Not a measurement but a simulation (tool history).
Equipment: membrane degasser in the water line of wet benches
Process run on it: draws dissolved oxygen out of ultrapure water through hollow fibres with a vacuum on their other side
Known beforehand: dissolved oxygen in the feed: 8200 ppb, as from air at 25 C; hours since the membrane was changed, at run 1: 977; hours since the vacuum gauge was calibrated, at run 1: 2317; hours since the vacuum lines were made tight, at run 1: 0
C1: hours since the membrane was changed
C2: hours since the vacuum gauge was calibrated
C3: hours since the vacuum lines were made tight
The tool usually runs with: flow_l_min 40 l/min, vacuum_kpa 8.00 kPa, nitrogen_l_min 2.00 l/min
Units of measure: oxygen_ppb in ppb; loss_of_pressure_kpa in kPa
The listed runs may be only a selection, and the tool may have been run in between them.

run 1 hour=0.0 | flow_l_min=40 vacuum_kpa=8.00 nitrogen_l_min=2.00 | C1=977 C2=2317 C3=0 | oxygen_ppb=236.0 loss_of_pressure_kpa=61.48
run 2 hour=75.2 | flow_l_min=40 vacuum_kpa=13.70 nitrogen_l_min=2.00 | C1=1052 C2=2393 C3=75 | oxygen_ppb=477.1 loss_of_pressure_kpa=60.62
run 3 hour=146.7 | flow_l_min=40 vacuum_kpa=10.44 nitrogen_l_min=2.00 | C1=1124 C2=2464 C3=147 | oxygen_ppb=330.3 loss_of_pressure_kpa=61.17
run 4 hour=236.7 | flow_l_min=40 vacuum_kpa=10.44 nitrogen_l_min=2.00 | C1=1214 C2=2554 C3=237 | oxygen_ppb=338.6 loss_of_pressure_kpa=61.18
run 5 hour=360.1 | flow_l_min=40 vacuum_kpa=8.00 nitrogen_l_min=2.00 | C1=1337 C2=2677 C3=360 | oxygen_ppb=235.7 loss_of_pressure_kpa=60.83
run 6 hour=431.6 | flow_l_min=40 vacuum_kpa=8.00 nitrogen_l_min=2.00 | C1=1409 C2=2749 C3=432 | oxygen_ppb=239.8 loss_of_pressure_kpa=61.28
run 7 hour=539.0 | flow_l_min=40 vacuum_kpa=17.96 nitrogen_l_min=2.00 | C1=1516 C2=2856 C3=539 | oxygen_ppb=631.4 loss_of_pressure_kpa=61.42
run 8 hour=648.9 | flow_l_min=40 vacuum_kpa=11.43 nitrogen_l_min=2.00 | C1=1626 C2=2966 C3=649 | oxygen_ppb=381.4 loss_of_pressure_kpa=61.67
run 9 hour=769.6 | flow_l_min=40 vacuum_kpa=11.43 nitrogen_l_min=2.00 | C1=1747 C2=3087 C3=770 | oxygen_ppb=377.3 loss_of_pressure_kpa=61.62
run 10 hour=820.4 | flow_l_min=40 vacuum_kpa=11.43 nitrogen_l_min=2.00 | C1=1797 C2=3138 C3=820 | oxygen_ppb=379.8 loss_of_pressure_kpa=61.31
run 11 hour=903.9 | flow_l_min=40 vacuum_kpa=11.43 nitrogen_l_min=2.00 | C1=1881 C2=3221 C3=904 | oxygen_ppb=374.5 loss_of_pressure_kpa=61.64
-- hour=912.0 vacuum gauge calibrated
run 12 hour=954.9 | flow_l_min=40 vacuum_kpa=11.43 nitrogen_l_min=2.00 | C1=1931 C2=43 C3=954 | oxygen_ppb=390.3 loss_of_pressure_kpa=61.44
run 13 hour=1060.9 | flow_l_min=40 vacuum_kpa=11.43 nitrogen_l_min=2.00 | C1=2037 C2=149 C3=1060 | oxygen_ppb=391.1 loss_of_pressure_kpa=62.03
run 14 hour=1135.9 | flow_l_min=40 vacuum_kpa=8.00 nitrogen_l_min=4.93 | C1=2112 C2=224 C3=1135 | oxygen_ppb=119.3 loss_of_pressure_kpa=61.47
run 15 hour=1206.0 | flow_l_min=40 vacuum_kpa=8.00 nitrogen_l_min=4.93 | C1=2182 C2=294 C3=1205 | oxygen_ppb=116.1 loss_of_pressure_kpa=61.99
run 16 hour=1311.7 | flow_l_min=40 vacuum_kpa=8.00 nitrogen_l_min=1.89 | C1=2288 C2=400 C3=1311 | oxygen_ppb=260.3 loss_of_pressure_kpa=61.27
run 17 hour=1408.3 | flow_l_min=27 vacuum_kpa=8.00 nitrogen_l_min=3.46 | C1=2385 C2=496 C3=1408 | oxygen_ppb=104.1 loss_of_pressure_kpa=41.60
-- hour=1523.2 vacuum gauge calibrated, once more
run 18 hour=1531.7 | flow_l_min=27 vacuum_kpa=8.00 nitrogen_l_min=3.46 | C1=2508 C2=8 C3=1531 | oxygen_ppb=91.3 loss_of_pressure_kpa=41.67
run 19 hour=1632.9 | flow_l_min=28 vacuum_kpa=9.35 nitrogen_l_min=5.65 | C1=2609 C2=110 C3=1632 | oxygen_ppb=79.2 loss_of_pressure_kpa=43.22
run 20 hour=1736.3 | flow_l_min=37 vacuum_kpa=11.83 nitrogen_l_min=0.90 | C1=2712 C2=213 C3=1735 | oxygen_ppb=663.2 loss_of_pressure_kpa=57.21
run 21 hour=1855.4 | flow_l_min=43 vacuum_kpa=10.17 nitrogen_l_min=2.49 | C1=2831 C2=332 C3=1854 | oxygen_ppb=279.9 loss_of_pressure_kpa=65.97
run 22 hour=1945.6 | flow_l_min=33 vacuum_kpa=18.18 nitrogen_l_min=1.21 | C1=2922 C2=422 C3=1945 | oxygen_ppb=800.9 loss_of_pressure_kpa=51.04
run 23 hour=2041.1 | flow_l_min=58 vacuum_kpa=8.00 nitrogen_l_min=4.81 | C1=3017 C2=518 C3=2040 | oxygen_ppb=175.2 loss_of_pressure_kpa=90.33
run 24 hour=2100.3 | flow_l_min=58 vacuum_kpa=8.00 nitrogen_l_min=4.81 | C1=3076 C2=577 C3=2099 | oxygen_ppb=173.9 loss_of_pressure_kpa=89.93
run 25 hour=2160.3 | flow_l_min=43 vacuum_kpa=15.76 nitrogen_l_min=1.07 | C1=3136 C2=637 C3=2159 | oxygen_ppb=938.8 loss_of_pressure_kpa=66.70
run 26 hour=2226.1 | flow_l_min=59 vacuum_kpa=8.85 nitrogen_l_min=2.28 | C1=3202 C2=703 C3=2225 | oxygen_ppb=343.9 loss_of_pressure_kpa=91.13
run 27 hour=2306.1 | flow_l_min=59 vacuum_kpa=8.85 nitrogen_l_min=2.28 | C1=3282 C2=783 C3=2305 | oxygen_ppb=347.3 loss_of_pressure_kpa=91.42
run 28 hour=2378.1 | flow_l_min=50 vacuum_kpa=5.65 nitrogen_l_min=2.00 | C1=3354 C2=855 C3=2377 | oxygen_ppb=163.5 loss_of_pressure_kpa=77.66
run 29 hour=2433.6 | flow_l_min=50 vacuum_kpa=5.65 nitrogen_l_min=2.00 | C1=3410 C2=910 C3=2433 | oxygen_ppb=158.8 loss_of_pressure_kpa=77.61
run 30 hour=2486.1 | flow_l_min=59 vacuum_kpa=8.00 nitrogen_l_min=4.22 | C1=3462 C2=963 C3=2485 | oxygen_ppb=193.2 loss_of_pressure_kpa=91.48
run 31 hour=2541.2 | flow_l_min=59 vacuum_kpa=8.00 nitrogen_l_min=4.22 | C1=3517 C2=1018 C3=2540 | oxygen_ppb=195.1 loss_of_pressure_kpa=91.88
run 32 hour=2640.5 | flow_l_min=47 vacuum_kpa=8.00 nitrogen_l_min=4.22 | C1=3617 C2=1117 C3=2639 | oxygen_ppb=151.7 loss_of_pressure_kpa=72.97

Pick out some run-to-run changes in oxygen_ppb. Of each, how much would a tool without hidden state show as well, from the settings, what came in and chance, and how much is left for the hidden state and any gauge scatter not in both results compared?
Hidden state at play: membrane still open, %; true pressure behind the membrane over the reading, kPa; air that leaks in behind the membrane, l/min; drift of the gauge itself on oxygen_ppb, %; drift of the gauge itself on loss_of_pressure_kpa, %.
Run 13 -> 14: vacuum_kpa 11.43 -> 8.00, nitrogen_l_min 2.00 -> 4.93. oxygen_ppb -271.8 ppb: hidden state -11.3, all else -260.5.
Run 15 -> 16: nitrogen_l_min 4.93 -> 1.89. oxygen_ppb +144.2 ppb: hidden state +14.5, all else +129.7.
Run 16 -> 17: flow_l_min 40 -> 27, nitrogen_l_min 1.89 -> 3.46. oxygen_ppb -156.2 ppb: hidden state -15.2, all else -141.0.
Run 22 -> 23: flow_l_min 33 -> 58, vacuum_kpa 18.18 -> 8.00, nitrogen_l_min 1.21 -> 4.81. oxygen_ppb -625.7 ppb: hidden state +3.1, all else -628.8.
Run 24 -> 25: flow_l_min 58 -> 43, vacuum_kpa 8.00 -> 15.76, nitrogen_l_min 4.81 -> 1.07. oxygen_ppb +764.9 ppb: hidden state -1.3, all else +766.2.
Run 25 -> 26: flow_l_min 43 -> 59, vacuum_kpa 15.76 -> 8.85, nitrogen_l_min 1.07 -> 2.28. oxygen_ppb -594.9 ppb: hidden state +2.4, all else -597.3.

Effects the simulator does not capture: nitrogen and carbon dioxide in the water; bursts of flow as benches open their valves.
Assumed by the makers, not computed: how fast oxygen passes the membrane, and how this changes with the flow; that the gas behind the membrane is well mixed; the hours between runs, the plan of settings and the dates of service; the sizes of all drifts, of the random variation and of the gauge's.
